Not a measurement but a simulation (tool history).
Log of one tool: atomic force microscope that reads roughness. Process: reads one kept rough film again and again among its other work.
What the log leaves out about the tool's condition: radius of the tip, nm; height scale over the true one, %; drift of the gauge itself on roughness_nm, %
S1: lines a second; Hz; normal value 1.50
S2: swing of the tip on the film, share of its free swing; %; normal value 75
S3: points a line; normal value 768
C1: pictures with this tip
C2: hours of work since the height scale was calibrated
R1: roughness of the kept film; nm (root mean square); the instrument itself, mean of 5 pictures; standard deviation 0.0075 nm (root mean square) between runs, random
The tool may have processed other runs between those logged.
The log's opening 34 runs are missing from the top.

{"run": 35, "hour": 347.7, "S1": 0.82, "S2": 63, "S3": 684, "C1": 104, "C2": 30, "R1": 1.585}
{"run": 36, "hour": 358.4, "S1": 0.82, "S2": 63, "S3": 684, "C1": 126, "C2": 37, "R1": 1.567}
{"run": 37, "hour": 368.9, "S1": 0.82, "S2": 63, "S3": 684, "C1": 148, "C2": 44, "R1": 1.558}
{"run": 38, "hour": 374.6, "S1": 2.34, "S2": 63, "S3": 684, "C1": 160, "C2": 48, "R1": 1.506}
{"run": 39, "hour": 385.5, "S1": 3.24, "S2": 63, "S3": 354, "C1": 183, "C2": 55, "R1": 1.449}
{"run": 40, "hour": 396.0, "S1": 3.24, "S2": 78, "S3": 333, "C1": 204, "C2": 62, "R1": 1.307}
{"run": 41, "hour": 408.5, "S1": 1.08, "S2": 75, "S3": 768, "C1": 230, "C2": 70, "R1": 1.472}
{"run": 42, "hour": 416.5, "S1": 1.66, "S2": 70, "S3": 768, "C1": 247, "C2": 75, "R1": 1.459}
{"run": 43, "hour": 422.3, "S1": 0.56, "S2": 69, "S3": 275, "C1": 259, "C2": 79, "R1": 1.486}
{"run": 44, "hour": 431.2, "S1": 0.56, "S2": 69, "S3": 275, "C1": 277, "C2": 85, "R1": 1.474}
{"hour": 434.0, "done": "new tip fitted"}
{"run": 45, "hour": 441.9, "S1": 0.56, "S2": 69, "S3": 275, "C1": 16, "C2": 92, "R1": 1.62}
{"run": 46, "hour": 448.9, "S1": 1.5, "S2": 74, "S3": 424, "C1": 31, "C2": 96, "R1": 1.541}
{"run": 47, "hour": 460.1, "S1": 1.5, "S2": 74, "S3": 424, "C1": 54, "C2": 104, "R1": 1.548}
{"run": 48, "hour": 468.7, "S1": 1.5, "S2": 74, "S3": 424, "C1": 72, "C2": 109, "R1": 1.52}
{"run": 49, "hour": 478.0, "S1": 1.9, "S2": 76, "S3": 283, "C1": 91, "C2": 115, "R1": 1.46}
{"run": 50, "hour": 491.2, "S1": 0.6, "S2": 60, "S3": 543, "C1": 118, "C2": 124, "R1": 1.583}
{"run": 51, "hour": 502.6, "S1": 0.58, "S2": 60, "S3": 371, "C1": 142, "C2": 131, "R1": 1.571}
{"run": 52, "hour": 508.3, "S1": 1.5, "S2": 58, "S3": 359, "C1": 153, "C2": 135, "R1": 1.55}
{"run": 53, "hour": 518.6, "S1": 2.07, "S2": 63, "S3": 768, "C1": 175, "C2": 142, "R1": 1.501}

4 options for the next run, each taken on its own from the tool as it stands now. Forecast them:
{"run": "A", "hour": 528.3, "S1": 3.74, "S2": 63, "S3": 402, "C1": 195, "C2": 148, "R1": "?"}
{"run": "B", "hour": 528.3, "S1": 1.0, "S2": 75, "S3": 700, "C1": 195, "C2": 148, "R1": "?"}
{"run": "C", "hour": 528.3, "S1": 1.81, "S2": 63, "S3": 899, "C1": 195, "C2": 148, "R1": "?"}
{"run": "D", "hour": 528.3, "S1": 1.5, "S2": 75, "S3": 681, "C1": 195, "C2": 148, "R1": "?"}

run=A R1=1.421
run=B R1=1.496
run=C R1=1.501
run=D R1=1.455
Had the tool no hidden state, the same runs would have come out as:
run=A R1=1.532
run=B R1=1.612
run=C R1=1.618
run=D R1=1.567
